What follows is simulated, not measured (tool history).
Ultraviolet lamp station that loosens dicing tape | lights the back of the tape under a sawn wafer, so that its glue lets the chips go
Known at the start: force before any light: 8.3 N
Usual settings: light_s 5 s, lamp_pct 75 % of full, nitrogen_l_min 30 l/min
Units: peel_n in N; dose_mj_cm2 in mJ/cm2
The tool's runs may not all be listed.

{"run": 1, "hour": 0.0, "light_s": 5, "lamp_pct": 75, "nitrogen_l_min": 30, "peel_n": 1.182, "dose_mj_cm2": 358}
{"run": 2, "hour": 39.4, "light_s": 5, "lamp_pct": 75, "nitrogen_l_min": 30, "peel_n": 1.219, "dose_mj_cm2": 351}
{"run": 3, "hour": 73.6, "light_s": 5, "lamp_pct": 62, "nitrogen_l_min": 30, "peel_n": 1.65, "dose_mj_cm2": 292}
{"run": 4, "hour": 112.7, "light_s": 5, "lamp_pct": 62, "nitrogen_l_min": 30, "peel_n": 1.623, "dose_mj_cm2": 294}
{"hour": 117.1, "done": "window cleaned of glue's vapour"}
{"run": 5, "hour": 135.4, "light_s": 5, "lamp_pct": 75, "nitrogen_l_min": 30, "peel_n": 1.293, "dose_mj_cm2": 343}
{"run": 6, "hour": 168.1, "light_s": 5, "lamp_pct": 75, "nitrogen_l_min": 30, "peel_n": 1.233, "dose_mj_cm2": 343}
{"run": 7, "hour": 195.8, "light_s": 5, "lamp_pct": 75, "nitrogen_l_min": 30, "peel_n": 1.31, "dose_mj_cm2": 341}
{"run": 8, "hour": 245.0, "light_s": 5, "lamp_pct": 75, "nitrogen_l_min": 15, "peel_n": 1.725, "dose_mj_cm2": 342}
{"run": 9, "hour": 279.8, "light_s": 4, "lamp_pct": 65, "nitrogen_l_min": 21, "peel_n": 2.524, "dose_mj_cm2": 236}
{"run": 10, "hour": 319.8, "light_s": 3, "lamp_pct": 65, "nitrogen_l_min": 11, "peel_n": 3.868, "dose_mj_cm2": 177}
{"run": 11, "hour": 370.4, "light_s": 3, "lamp_pct": 65, "nitrogen_l_min": 11, "peel_n": 3.954, "dose_mj_cm2": 170}
{"hour": 403.0, "done": "window cleaned of glue's vapour, once more"}
{"run": 12, "hour": 416.2, "light_s": 6, "lamp_pct": 62, "nitrogen_l_min": 22, "peel_n": 1.425, "dose_mj_cm2": 348}

Forecast run 13:
{"run": 13, "hour": 457.2, "light_s": 6, "lamp_pct": 62, "nitrogen_l_min": 22, "peel_n": "?", "dose_mj_cm2": "?"}

Run 13 gave peel_n 1.499 N, dose_mj_cm2 343 mJ/cm2.
Without the tool's hidden state the same run would have given peel_n 1.125 N, dose_mj_cm2 404 mJ/cm2.
